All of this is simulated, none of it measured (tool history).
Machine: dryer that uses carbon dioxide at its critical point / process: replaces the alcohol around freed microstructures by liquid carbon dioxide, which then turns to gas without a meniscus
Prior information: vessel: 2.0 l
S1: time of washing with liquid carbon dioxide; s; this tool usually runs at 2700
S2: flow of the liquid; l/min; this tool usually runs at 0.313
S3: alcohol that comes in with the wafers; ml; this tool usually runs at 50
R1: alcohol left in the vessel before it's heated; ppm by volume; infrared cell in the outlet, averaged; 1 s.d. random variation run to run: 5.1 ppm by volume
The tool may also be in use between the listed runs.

run	hour	S1	S2	S3	R1
1	0.0	2700	0.313	50	242
2	36.7	2700	0.313	50	160
3	69.4	2700	0.312	50	186
4	91.8	2700	0.312	50	190
5	117.3	2700	0.313	50	192
6	144.8	2700	0.313	50	209
7	184.5	2700	0.233	50	542
8	229.1	2700	0.313	50	281
9	265.6	3780	0.313	50	176
10	285.5	3780	0.313	50	172
11	316.4	3780	0.313	50	177
12	343.3	3780	0.313	40	180
13	363.6	3780	0.313	40	195
14	403.3	2160	0.526	96	219
15	444.5	2940	0.247	32	348
16	462.8	3180	0.488	25	204
17	497.0	2700	0.342	115	384

Taken out of this log: 2 entries between the listed runs. Where each belongs, and how the hidden state differs across it:
After run 1, before run 2: inlet filter changed (hour 18.2)
  flow that reaches the vessel past the clogged filter, %: 82.5 -> 98; alcohol in the recycled carbon dioxide, ppm: 94.7 -> 103.6
  measured minus no-state result, R1: +182 -> +106 ppm by volume
After run 9, before run 10: inlet filter changed (hour 275.4)
  flow that reaches the vessel past the clogged filter, %: 82.3 -> 99.3; alcohol in the recycled carbon dioxide, ppm: 160 -> 164.5
  measured minus no-state result, R1: +171 -> +163 ppm by volume
